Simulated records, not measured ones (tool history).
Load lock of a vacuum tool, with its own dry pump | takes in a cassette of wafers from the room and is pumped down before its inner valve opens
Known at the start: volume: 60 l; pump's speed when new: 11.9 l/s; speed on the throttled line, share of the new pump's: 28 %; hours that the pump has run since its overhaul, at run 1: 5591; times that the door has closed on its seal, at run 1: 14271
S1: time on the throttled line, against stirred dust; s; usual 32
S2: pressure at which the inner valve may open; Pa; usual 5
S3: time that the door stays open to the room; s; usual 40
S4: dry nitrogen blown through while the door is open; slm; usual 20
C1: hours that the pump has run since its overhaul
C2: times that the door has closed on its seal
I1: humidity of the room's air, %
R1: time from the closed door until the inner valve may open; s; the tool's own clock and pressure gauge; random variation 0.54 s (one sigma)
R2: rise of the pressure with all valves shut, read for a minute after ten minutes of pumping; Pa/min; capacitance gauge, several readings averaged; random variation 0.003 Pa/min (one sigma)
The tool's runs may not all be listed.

run	hour	S1	S2	S3	S4	C1	C2	I1	R1	R2
1	0.0	32	5	40	20	5591	14271	44.1	74.1	0.026
2	184.4	32	5	40	20	5776	14788	46.5	74.3	0.026
3	363.6	32	5	40	20	5955	15290	44.2	73.7	0.026
4	549.8	32	5	40	20	6141	15812	43.6	74.4	0.024
5	724.0	32	5	40	20	6315	16299	48.7	73.9	0.021
6	800.6	32	5	40	20	6392	16514	46.0	73.5	0.028
7	888.5	32	5	80	20	6480	16760	48.1	73.9	0.049
8	969.5	16	5	80	20	6561	16987	44.6	61.8	0.045
9	1109.6	32	5	40	20	6701	17379	49.3	74.2	0.024
10	1261.1	32	5	40	20	6852	17804	43.7	73.0	0.025
11	1338.9	32	5	40	20	6930	18022	45.1	74.1	0.027
12	1424.2	32	10	48	44	7015	18261	46.7	69.2	0.018
13	1572.1	32	5	65	6	7163	18675	46.9	74.3	0.053
14	1687.7	32	5	65	6	7279	18999	44.0	75.0	0.052
15	1796.7	24	5	63	20	7388	19305	46.4	69.2	0.039
16	1929.5	24	5	63	20	7521	19676	45.8	67.8	0.039
17	2113.3	58	6	175	18	7704	20191	44.3	91.6	0.078
18	2215.9	29	5	206	29	7807	20479	46.8	72.6	0.075
19	2309.7	29	5	206	29	7901	20741	43.2	72.6	0.066
20	2453.3	29	5	206	29	8045	21144	43.9	72.1	0.073
21	2634.4	29	4	206	29	8226	21651	42.2	74.7	0.064
22	2743.2	45	5	60	18	8334	21956	46.5	83.3	0.036

3 ways to go on from here, each from the tool as it stands after run 22. What would each give?
A	2860.5	32	5	224	20	8452	22284	42.5	?	?
B	2860.5	59	5	40	20	8452	22284	47.2	?	?
C	2860.5	45	5	152	6	8452	22284	46.1	?	?

run	R1	R2
A	73.5	0.087
B	93.4	0.025
C	83.2	0.098
Without the tool's hidden state the same runs would have given:
run	R1	R2
A	73.5	0.086
B	93.4	0.025
C	83.1	0.097

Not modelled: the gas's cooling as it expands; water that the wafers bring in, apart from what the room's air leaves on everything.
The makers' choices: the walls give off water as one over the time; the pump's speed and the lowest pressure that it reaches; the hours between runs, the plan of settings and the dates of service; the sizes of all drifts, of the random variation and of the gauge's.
